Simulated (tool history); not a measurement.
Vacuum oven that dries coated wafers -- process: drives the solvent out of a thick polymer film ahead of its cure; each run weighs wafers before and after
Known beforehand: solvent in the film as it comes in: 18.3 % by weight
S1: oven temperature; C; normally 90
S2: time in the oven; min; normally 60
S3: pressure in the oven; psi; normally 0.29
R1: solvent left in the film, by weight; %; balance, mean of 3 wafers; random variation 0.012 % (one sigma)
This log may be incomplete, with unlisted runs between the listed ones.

run     day  S1  S2     S3    R1
  1       0  90  60   0.29  2.61
  2   0.521  90  60   0.29  2.62
  3   0.854  90  60   0.29   2.6
  4   1.338  90  60  0.437  3.23
  5   1.738  90  60  0.437  3.22
  6   2.262  90  60  0.437  3.22
  7   2.788  90  60  0.437   3.2
  8   3.367  90  35   0.29  4.73
  9   3.933  90  35   0.29  4.73
 10   4.212  90  60  0.303  2.65
 11   4.721  90  60  0.619  3.97
 12       5  90  56   0.29  2.81
 13   5.417  90  71   0.29  2.16
 14   5.821  90  71   0.29  2.13
 15   6.279  90  71   0.29  2.16
 16   6.712  90  71   0.29  2.14
 17   7.054  88  41  0.985  7.42
 18   7.517  78  60  0.226  5.88
 19   7.808  95  57  0.226  1.54
 20   8.196  90  79  0.503  2.83
 21   8.708  90  79  0.503  2.84
 22   9.083  90  52   0.65  4.49
 23   9.625  82  60  0.511  5.94
 24  10.196  90  59   0.29  2.61
 25  10.646  81  38  0.273  7.28
 26  10.908  81  38  0.273  7.24
 27  11.496  81  38  0.273  7.25

Some steps in R1, run to run, broken into two amounts with sign: the step expected even without the hidden condition (settings, incoming material, random variation), and the rest, left for the hidden condition together with whatever gauge scatter is not in both the measured and the hidden-condition-free result:
The tool's hidden condition here consists of: true wafer temperature over the reading, C; true pressure over the reading, kPa; drift of the gauge itself on solvent_pct, %.
Run 16 -> 17: S1 90 -> 88, S2 71 -> 41, S3 0.29 -> 0.985. R1 +5.28 %: hidden state -0.08, all else +5.36.
Run 18 -> 19: S1 78 -> 95, S2 60 -> 57. R1 -4.34 %: hidden state +0.05, all else -4.39.
Run 24 -> 25: S1 90 -> 81, S2 59 -> 38, S3 0.29 -> 0.273. R1 +4.67 %: hidden state -0.05, all else +4.72.
